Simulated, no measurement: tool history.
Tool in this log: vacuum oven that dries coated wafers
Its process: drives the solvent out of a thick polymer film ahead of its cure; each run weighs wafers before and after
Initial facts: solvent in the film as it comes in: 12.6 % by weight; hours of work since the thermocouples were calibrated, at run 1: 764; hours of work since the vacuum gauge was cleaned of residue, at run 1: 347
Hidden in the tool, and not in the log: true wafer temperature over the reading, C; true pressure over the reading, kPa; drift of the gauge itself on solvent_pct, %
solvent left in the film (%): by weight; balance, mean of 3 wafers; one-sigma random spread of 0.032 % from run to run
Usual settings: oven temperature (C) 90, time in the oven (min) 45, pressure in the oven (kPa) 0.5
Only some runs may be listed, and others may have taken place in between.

run,hour,oven temperature (C),time in the oven (min),pressure in the oven (kPa),hours of work since the thermocouples were calibrated,hours of work since the vacuum gauge was cleaned of residue,solvent left in the film (%)
1,0,90,45,0.5,764,347,1.17
2,11.9,90,45,0.5,771,354,1.13
3,29.9,77,45,0.5,782,365,3.59
4,41.4,77,45,0.5,790,372,3.61
5,59.4,77,45,0.5,801,383,3.6
6,68.8,90,45,0.333,807,389,1.07
7,85.8,90,45,0.333,817,400,1.14
8,96.4,90,45,0.5,824,406,1.25
9,113.4,90,45,0.452,834,417,1.13
10,124,90,45,0.5,841,424,1.13
11,132,90,45,0.366,846,428,1.08
12,147.8,90,45,0.366,855,438,1.08
13,155.6,90,45,0.366,860,443,1.08
14,164.4,90,45,0.366,866,449,1.11
15,176.5,90,45,0.366,873,456,1.03
16,185,90,45,0.366,879,461,1.1
17,199.3,90,45,0.366,887,470,1.16
18,210.8,90,45,0.5,895,477,1.18
19,228.8,90,45,0.5,906,488,1.15
20,242.5,90,45,0.5,914,497,1.14
21,260.7,90,45,0.5,925,508,1.16
22,277.4,90,27,0.5,936,519,2.51
23,286.3,90,27,0.5,941,524,2.51
24,303.6,90,27,0.5,952,535,2.43
25,315.7,90,27,1.237,960,542,2.81
26,330.5,90,27,1.237,969,551,2.84
27,348.7,90,41,0.42,980,563,1.31
28,364,90,41,0.42,989,572,1.33
29,382.7,87,46,0.528,1001,584,1.62
30,400,100,35,0.258,1012,595,0.48
31,409.9,80,34,0.5,1018,601,3.87
# hour 412.5: vacuum gauge cleaned of residue and calibrated
32,428.7,80,34,0.5,1029,10,3.98
33,437.9,90,67,1.302,1034,16,1.14
34,449.5,90,67,1.302,1041,23,1.19
35,464.4,90,67,1.302,1051,32,1.2
# hour 477.4: vacuum gauge cleaned of residue and calibrated, once more
36,481.6,88,45,0.842,1060,3,1.49
37,494.8,88,40,0.427,1069,11,1.52
38,505.3,88,40,0.427,1075,17,1.46
39,517,100,37,0.427,1082,25,0.43
40,529.3,100,37,0.427,1090,32,0.39
41,536.9,100,37,0.427,1095,37,0.36
42,549,100,37,0.427,1102,44,0.41
43,557.6,84,48,0.641,1108,50,1.85
44,573.5,87,36,1.409,1117,60,2.51
45,583.7,82,36,1.897,1124,66,3.9
46,598.6,83,49,0.304,1133,75,1.77

Here are 4 independent what-if runs from the current tool condition. What would each one return?
A,610.7,83,45,0.5,1140,83,?
B,610.7,83,36,0.581,1140,83,?
C,610.7,83,33,1.956,1140,83,?
D,610.7,94,45,0.685,1140,83,?

run,solvent left in the film (%)
A,2.14
B,2.87
C,3.97
D,0.66
The same runs, with their run-to-run variation unchanged, on a tool lacking any hidden condition would have given:
run,solvent left in the film (%)
A,2.56
B,3.33
C,4.47
D,0.84
